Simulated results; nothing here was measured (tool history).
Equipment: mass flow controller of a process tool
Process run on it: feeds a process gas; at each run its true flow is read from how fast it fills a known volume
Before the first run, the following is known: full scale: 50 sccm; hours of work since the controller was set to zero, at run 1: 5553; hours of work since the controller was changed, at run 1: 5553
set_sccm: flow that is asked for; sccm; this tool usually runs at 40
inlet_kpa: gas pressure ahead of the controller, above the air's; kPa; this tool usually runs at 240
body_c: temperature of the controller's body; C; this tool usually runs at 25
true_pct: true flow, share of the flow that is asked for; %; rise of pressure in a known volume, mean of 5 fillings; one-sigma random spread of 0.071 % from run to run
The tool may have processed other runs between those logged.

run	day	set_sccm	inlet_kpa	body_c	hours of work since the controller was set to zero	hours of work since the controller was changed	true_pct
1	0.000	40	240	25	5553	5553	99.66
2	6.129	40	240	25	5658	5658	99.50
3	11.642	40	240	25	5753	5753	99.55
4	17.725	40	240	31	5857	5857	99.26
5	21.667	40	240	31	5924	5924	99.30
6	25.233	40	240	31	5985	5985	99.31
# day 29.579: controller exchanged for a calibrated one
7	29.579	28	240	25	0	0	99.13
8	37.079	17	168	30	128	128	98.08
9	44.288	17	158	38	252	252	97.68
10	47.454	17	158	38	306	306	97.65
11	52.454	9	177	31	392	392	97.60

For run 12, what comes out?
12	57.433	7	240	22	477	477	?

true_pct: 98.16 %
Had the tool carried no hidden state, the very same run would have given true_pct 98.16 %.
